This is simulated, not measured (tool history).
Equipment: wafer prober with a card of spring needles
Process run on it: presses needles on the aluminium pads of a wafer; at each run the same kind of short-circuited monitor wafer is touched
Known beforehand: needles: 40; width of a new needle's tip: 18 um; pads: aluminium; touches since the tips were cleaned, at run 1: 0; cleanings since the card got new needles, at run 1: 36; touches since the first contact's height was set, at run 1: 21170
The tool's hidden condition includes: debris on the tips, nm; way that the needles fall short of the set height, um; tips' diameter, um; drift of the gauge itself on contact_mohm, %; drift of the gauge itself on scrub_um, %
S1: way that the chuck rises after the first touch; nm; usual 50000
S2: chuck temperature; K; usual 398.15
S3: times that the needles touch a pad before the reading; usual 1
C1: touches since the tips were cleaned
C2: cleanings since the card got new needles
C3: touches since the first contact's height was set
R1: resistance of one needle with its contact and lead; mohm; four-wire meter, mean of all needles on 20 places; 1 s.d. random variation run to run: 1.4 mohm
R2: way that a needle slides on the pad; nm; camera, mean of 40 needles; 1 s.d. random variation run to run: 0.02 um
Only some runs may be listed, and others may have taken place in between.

run,hour,S1,S2,S3,C1,C2,C3,R1,R2
1,0.0,50000,398.15,1,0,36,21170,127,11520
2,8.0,50000,398.15,1,5989,36,27159,125,11490
# hour 8.7: tips cleaned on abrasive film
3,13.7,50000,398.15,1,3772,37,31381,123,11530
# hour 17.8: tips cleaned on abrasive film
4,22.9,50000,398.15,2,3839,38,38211,125,11520
# hour 26.4: tips cleaned on abrasive film
5,32.5,50000,398.15,2,4588,39,45305,124,11570
# hour 34.9: tips cleaned on abrasive film
6,37.2,50000,398.15,1,1749,40,48730,123,11550
# hour 43.3: tips cleaned on abrasive film
7,44.6,50000,349.15,1,956,41,54211,118,11560
# hour 51.8: tips cleaned on abrasive film
8,53.5,50000,349.15,1,1277,42,60794,119,11580
# hour 60.7: tips cleaned on abrasive film
9,61.9,50000,349.15,1,837,43,66992,118,11610
10,66.8,50000,349.15,1,4530,43,70685,118,11600
# hour 69.5: tips cleaned on abrasive film
11,75.3,50000,398.15,1,4300,44,76961,125,11610
# hour 76.6: height of the first contact set anew
# hour 78.3: tips cleaned on abrasive film
12,80.4,50000,335.15,1,1568,45,2813,116,11570
# hour 87.4: tips cleaned on abrasive film
13,88.0,34000,309.15,1,450,46,8372,119,7890
14,93.5,34000,309.15,1,4587,46,12509,121,7910
# hour 96.2: tips cleaned on abrasive film
15,99.5,40000,398.15,2,2444,47,16940,129,9290
# hour 105.0: tips cleaned on abrasive film
16,109.7,50000,398.15,1,3503,48,24480,126,11610
# hour 113.9: tips cleaned on abrasive film
17,119.9,43000,375.15,1,4502,49,32057,127,10020
# hour 123.1: tips cleaned on abrasive film
18,127.3,33000,378.15,1,3119,50,37542,133,7670
# hour 129.3: gauge calibrated
# hour 132.3: tips cleaned on abrasive film
19,133.2,33000,317.15,1,738,51,41922,121,7550
20,139.4,33000,317.15,1,5388,51,46572,122,7600
# hour 140.9: tips cleaned on abrasive film
21,146.5,33000,317.15,1,4169,52,51787,121,7580
# hour 149.8: tips cleaned on abrasive film
22,154.6,33000,317.15,1,3591,53,57767,121,7630
# hour 159.0: tips cleaned on abrasive film
23,164.1,50000,317.15,2,3835,54,64805,113,11540
# hour 167.7: tips cleaned on abrasive film
24,171.3,50000,317.15,2,2683,55,70121,116,11560

Hidden state or all else? Some run-to-run changes of R2, split into what the settings, what came in and random variation would give without the hidden state, and what is left for the hidden state (with any gauge scatter that isn't in both results):
Run 12 -> 13: S1 50000 -> 34000, S2 335.15 -> 309.15, tips cleaned on abrasive film. R2 -3680 nm: hidden state -30, all else -3650.
Run 15 -> 16: S1 40000 -> 50000, S3 2 -> 1, tips cleaned on abrasive film. R2 +2320 nm: hidden state +40, all else +2280.
Run 18 -> 19: S2 378.15 -> 317.15, gauge calibrated, tips cleaned on abrasive film. R2 -120 nm: hidden state -110, all else -10.
Run 22 -> 23: S1 33000 -> 50000, S3 1 -> 2, tips cleaned on abrasive film. R2 +3910 nm: hidden state +30, all else +3880.
